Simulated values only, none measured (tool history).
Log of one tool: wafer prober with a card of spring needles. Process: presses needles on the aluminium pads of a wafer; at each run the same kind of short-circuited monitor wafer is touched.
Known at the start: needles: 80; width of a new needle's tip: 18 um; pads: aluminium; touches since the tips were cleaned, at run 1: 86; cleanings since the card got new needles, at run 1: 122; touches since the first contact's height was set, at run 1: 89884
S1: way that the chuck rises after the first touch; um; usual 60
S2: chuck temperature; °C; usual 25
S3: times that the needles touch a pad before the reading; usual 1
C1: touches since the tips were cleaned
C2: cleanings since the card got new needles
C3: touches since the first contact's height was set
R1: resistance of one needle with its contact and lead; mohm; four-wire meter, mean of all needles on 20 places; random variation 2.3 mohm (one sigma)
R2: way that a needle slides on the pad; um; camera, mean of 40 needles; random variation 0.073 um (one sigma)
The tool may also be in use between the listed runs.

run 1 hour=0 | S1=60 S2=25 S3=1 | C1=86 C2=122 C3=89884 | R1=273 R2=9.75
-- hour=5.7 tips cleaned on abrasive film
-- hour=11.4 tips cleaned on abrasive film
-- hour=17.1 tips cleaned on abrasive film
run 2 hour=21.3 | S1=60 S2=25 S3=1 | C1=1685 C2=125 C3=98308 | R1=289 R2=9.7
-- hour=24.2 tips cleaned on abrasive film
-- hour=29.9 tips cleaned on abrasive film
run 3 hour=34.8 | S1=60 S2=25 S3=1 | C1=2000 C2=127 C3=103674 | R1=292 R2=9.6
-- hour=36.3 tips cleaned on abrasive film
-- hour=42.9 tips cleaned on abrasive film
-- hour=49.9 tips cleaned on abrasive film
-- hour=55.6 tips cleaned on abrasive film
run 4 hour=55.6 | S1=42 S2=25 S3=1 | C1=29 C2=131 C3=111857 | R1=281 R2=6.51
-- hour=62.6 tips cleaned on abrasive film
run 5 hour=67.7 | S1=42 S2=25 S3=1 | C1=2054 C2=132 C3=116672 | R1=333 R2=6.45
-- hour=69.2 tips cleaned on abrasive film
-- hour=76.2 tips cleaned on abrasive film
-- hour=83.1 tips cleaned on abrasive film
-- hour=89.5 tips cleaned on abrasive film
run 6 hour=91.8 | S1=42 S2=25 S3=1 | C1=940 C2=136 C3=126185 | R1=315 R2=6.43
-- hour=96.1 tips cleaned on abrasive film
-- hour=102.5 tips cleaned on abrasive film
run 7 hour=104.7 | S1=42 S2=25 S3=1 | C1=859 C2=138 C3=131265 | R1=315 R2=6.33
-- hour=108.6 tips cleaned on abrasive film
-- hour=114.3 tips cleaned on abrasive film
-- hour=121 tips cleaned on abrasive film
run 8 hour=124.2 | S1=42 S2=25 S3=1 | C1=1310 C2=141 C3=138999 | R1=328 R2=6.33
-- hour=126.9 tips cleaned on abrasive film
-- hour=133.3 tips cleaned on abrasive film
-- hour=139.9 tips cleaned on abrasive film
run 9 hour=141.8 | S1=42 S2=25 S3=1 | C1=742 C2=144 C3=145913 | R1=311 R2=6.27
-- hour=146 tips cleaned on abrasive film
-- hour=152.7 tips cleaned on abrasive film
-- hour=159.2 tips cleaned on abrasive film
run 10 hour=159.2 | S1=42 S2=25 S3=1 | C1=0 C2=147 C3=152786 | R1=291 R2=6.34
-- hour=165.8 tips cleaned on abrasive film
-- hour=172.8 tips cleaned on abrasive film
-- hour=179.6 tips cleaned on abrasive film
run 11 hour=182.9 | S1=42 S2=25 S3=1 | C1=1340 C2=150 C3=162189 | R1=326 R2=6.21
-- hour=185.4 tips cleaned on abrasive film
-- hour=192.1 tips cleaned on abrasive film
-- hour=198.3 tips cleaned on abrasive film
run 12 hour=199.8 | S1=60 S2=25 S3=1 | C1=608 C2=153 C3=168842 | R1=279 R2=9.4
-- hour=204 tips cleaned on abrasive film
-- hour=210.3 tips cleaned on abrasive film
-- hour=217.3 tips cleaned on abrasive film
run 13 hour=220.5 | S1=60 S2=25 S3=1 | C1=1278 C2=156 C3=177051 | R1=295 R2=9.18
-- hour=223.4 tips cleaned on abrasive film
-- hour=230.5 tips cleaned on abrasive film
-- hour=237.2 tips cleaned on abrasive film
run 14 hour=242.6 | S1=60 S2=25 S3=3 | C1=2151 C2=159 C3=185781 | R1=280 R2=9.02
-- hour=244.1 tips cleaned on abrasive film
-- hour=249.8 tips cleaned on abrasive film
-- hour=256.5 tips cleaned on abrasive film
run 15 hour=259.8 | S1=69 S2=46 S3=1 | C1=1351 C2=162 C3=192591 | R1=290 R2=10.82
-- hour=262.5 tips cleaned on abrasive film
-- hour=268.2 tips cleaned on abrasive film
-- hour=273.9 tips cleaned on abrasive film
run 16 hour=277.2 | S1=44 S2=31 S3=1 | C1=1318 C2=165 C3=199437 | R1=338 R2=6.26
-- hour=279.7 tips cleaned on abrasive film
-- hour=286.7 tips cleaned on abrasive film
-- hour=293.6 tips cleaned on abrasive film
-- hour=295.3 height of the first contact set anew
-- hour=300.7 tips cleaned on abrasive film
run 17 hour=301.5 | S1=44 S2=31 S3=1 | C1=334 C2=169 C3=2476 | R1=295 R2=7.36
-- hour=307.2 tips cleaned on abrasive film
-- hour=313.6 tips cleaned on abrasive film
-- hour=320.2 tips cleaned on abrasive film
run 18 hour=321 | S1=44 S2=31 S3=1 | C1=332 C2=172 C3=10180 | R1=289 R2=7.39
-- hour=326.4 tips cleaned on abrasive film
-- hour=333.4 tips cleaned on abrasive film
run 19 hour=337.9 | S1=44 S2=31 S3=1 | C1=1827 C2=174 C3=16881 | R1=325 R2=7.56
-- hour=339.4 tips cleaned on abrasive film
-- hour=346 tips cleaned on abrasive film
-- hour=352 tips cleaned on abrasive film
run 20 hour=352 | S1=44 S2=31 S3=1 | C1=0 C2=177 C3=22396 | R1=285 R2=7.38
-- hour=359.1 tips cleaned on abrasive film
-- hour=365.7 tips cleaned on abrasive film
run 21 hour=371.2 | S1=60 S2=40 S3=2 | C1=2228 C2=179 C3=30041 | R1=289 R2=10.1
-- hour=372.7 tips cleaned on abrasive film
-- hour=378.4 tips cleaned on abrasive film
-- hour=385.1 tips cleaned on abrasive film
-- hour=392.1 tips cleaned on abrasive film
run 22 hour=393.2 | S1=46 S2=120 S3=2 | C1=460 C2=183 C3=38711 | R1=319 R2=7.56
-- hour=398 tips cleaned on abrasive film
-- hour=404.3 tips cleaned on abrasive film
run 23 hour=409.2 | S1=46 S2=120 S3=2 | C1=1947 C2=185 C3=45042 | R1=334 R2=7.61
-- hour=410.4 tips cleaned on abrasive film
-- hour=416.1 tips cleaned on abrasive film
-- hour=422.7 tips cleaned on abrasive film
-- hour=429.6 tips cleaned on abrasive film
run 24 hour=431 | S1=74 S2=32 S3=1 | C1=575 C2=189 C3=53647 | R1=271 R2=12.24
-- hour=435.4 tips cleaned on abrasive film
-- hour=441.6 tips cleaned on abrasive film
run 25 hour=441.6 | S1=61 S2=32 S3=3 | C1=0 C2=191 C3=57836 | R1=274 R2=9.95

4 ways to go on from here, each from the tool as it stands after run 25. What would each give?
-- hour=447.3 tips cleaned on abrasive film
-- hour=454.3 tips cleaned on abrasive film
run A hour=459.9 | S1=77 S2=32 S3=3 | C1=2237 C2=193 C3=65080 | R1=? R2=?
-- hour=447.3 tips cleaned on abrasive film
-- hour=454.3 tips cleaned on abrasive film
run B hour=459.9 | S1=61 S2=104 S3=3 | C1=2237 C2=193 C3=65080 | R1=? R2=?
-- hour=447.3 tips cleaned on abrasive film
-- hour=454.3 tips cleaned on abrasive film
run C hour=459.9 | S1=53 S2=32 S3=3 | C1=2237 C2=193 C3=65080 | R1=? R2=?
-- hour=447.3 tips cleaned on abrasive film
-- hour=454.3 tips cleaned on abrasive film
run D hour=459.9 | S1=60 S2=101 S3=2 | C1=2237 C2=193 C3=65080 | R1=? R2=?

run=A R1=275 R2=12.79
run=B R1=304 R2=10.13
run=C R1=288 R2=8.73
run=D R1=310 R2=9.86
Without the tool's hidden state the same runs would have given:
run=A R1=265 R2=13.14
run=B R1=288 R2=10.49
run=C R1=269 R2=9.09
run=D R1=288 R2=10.21
